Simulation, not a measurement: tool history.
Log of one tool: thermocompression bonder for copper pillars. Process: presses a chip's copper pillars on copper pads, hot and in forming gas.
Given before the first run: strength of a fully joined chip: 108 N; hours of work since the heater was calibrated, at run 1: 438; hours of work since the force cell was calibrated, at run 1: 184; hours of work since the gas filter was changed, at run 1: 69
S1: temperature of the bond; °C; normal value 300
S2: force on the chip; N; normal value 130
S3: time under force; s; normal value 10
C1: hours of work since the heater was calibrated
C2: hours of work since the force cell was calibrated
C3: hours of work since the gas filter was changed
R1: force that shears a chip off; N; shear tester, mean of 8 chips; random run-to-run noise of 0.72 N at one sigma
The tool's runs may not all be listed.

| run | hour | S1 | S2 | S3 | C1 | C2 | C3 | R1 |
|---|---|---|---|---|---|---|---|---|
| 1 | 0.0 | 300 | 130 | 10 | 438 | 184 | 69 | 46.0 |
| 2 | 9.3 | 300 | 130 | 10 | 444 | 190 | 75 | 45.3 |
| 3 | 19.9 | 300 | 130 | 10 | 451 | 197 | 82 | 42.8 |
| 4 | 26.4 | 300 | 130 | 10 | 456 | 201 | 87 | 44.0 |
| 5 | 38.4 | 300 | 130 | 10 | 464 | 209 | 95 | 43.4 |
| 6 | 44.1 | 288 | 130 | 10 | 467 | 213 | 99 | 37.4 |
| 7 | 49.1 | 300 | 136 | 10 | 471 | 217 | 102 | 43.1 |
|  | 53.6 | forming gas filter changed |
| 8 | 57.8 | 300 | 136 | 10 | 476 | 222 | 3 | 48.5 |
| 9 | 65.7 | 300 | 136 | 10 | 482 | 227 | 8 | 48.1 |
| 10 | 71.0 | 300 | 130 | 12 | 485 | 231 | 12 | 52.3 |
| 11 | 79.5 | 300 | 130 | 12 | 491 | 237 | 17 | 50.1 |
| 12 | 89.4 | 300 | 130 | 10 | 497 | 243 | 24 | 46.4 |
| 13 | 94.6 | 300 | 130 | 10 | 501 | 247 | 28 | 47.1 |
| 14 | 100.9 | 300 | 130 | 10 | 505 | 251 | 32 | 45.8 |
| 15 | 108.2 | 300 | 130 | 10 | 510 | 256 | 37 | 45.6 |
| 16 | 114.2 | 300 | 130 | 10 | 514 | 260 | 41 | 45.7 |
| 17 | 122.2 | 300 | 130 | 10 | 520 | 265 | 46 | 44.6 |
| 18 | 134.1 | 300 | 130 | 14 | 527 | 273 | 54 | 49.7 |
| 19 | 141.0 | 300 | 130 | 14 | 532 | 278 | 59 | 50.4 |
| 20 | 148.3 | 300 | 130 | 14 | 537 | 283 | 64 | 49.9 |
| 21 | 158.3 | 300 | 130 | 12 | 544 | 290 | 70 | 45.7 |
| 22 | 168.7 | 293 | 130 | 7 | 551 | 296 | 77 | 34.8 |
| 23 | 179.5 | 277 | 130 | 10 | 558 | 304 | 84 | 32.5 |
| 24 | 185.3 | 326 | 130 | 7 | 562 | 308 | 88 | 49.5 |
| 25 | 192.8 | 302 | 130 | 8 | 567 | 313 | 93 | 40.4 |
| 26 | 202.7 | 276 | 83 | 10 | 574 | 319 | 100 | 24.5 |
|  | 210.1 | forming gas filter changed |
| 27 | 212.2 | 318 | 83 | 8 | 580 | 325 | 1 | 40.9 |
| 28 | 222.4 | 273 | 100 | 14 | 586 | 332 | 8 | 32.1 |
| 29 | 229.4 | 271 | 155 | 7 | 591 | 337 | 13 | 30.4 |
| 30 | 240.2 | 284 | 136 | 18 | 598 | 344 | 20 | 48.1 |
| 31 | 247.1 | 270 | 140 | 9 | 603 | 349 | 25 | 32.1 |
| 32 | 259.3 | 270 | 140 | 9 | 611 | 357 | 33 | 31.0 |
| 33 | 264.5 | 270 | 140 | 9 | 615 | 360 | 36 | 30.7 |
| 34 | 275.9 | 312 | 167 | 21 | 622 | 368 | 44 | 71.5 |
| 35 | 285.2 | 312 | 167 | 21 | 628 | 374 | 50 | 71.5 |
| 36 | 293.3 | 290 | 86 | 26 | 634 | 380 | 56 | 44.9 |
| 37 | 303.3 | 296 | 130 | 29 | 641 | 386 | 63 | 60.7 |
| 38 | 313.8 | 296 | 130 | 29 | 648 | 393 | 70 | 60.2 |
| 39 | 320.3 | 275 | 127 | 10 | 652 | 398 | 74 | 30.1 |

How the hidden state differs across the entries between the runs, from the last listed run before each to the first after it:
Run 7 -> run 8: forming gas filter changed (hour 53.6)
  true temperature of the bond over the reading, C: -8.2 -> -8.3; oxide that the forming gas leaves, % of the face: 10.79 -> 0.89
  difference, measured minus the result without the unlogged condition, R1: -9.1 -> -4.2 N
Run 26 -> run 27: forming gas filter changed (hour 210.1)
  true temperature of the bond over the reading, C: -9.9 -> -10; oxide that the forming gas leaves, % of the face: 10.68 -> 0.71
  difference, measured minus the result without the unlogged condition, R1: -6.2 -> -4.2 N
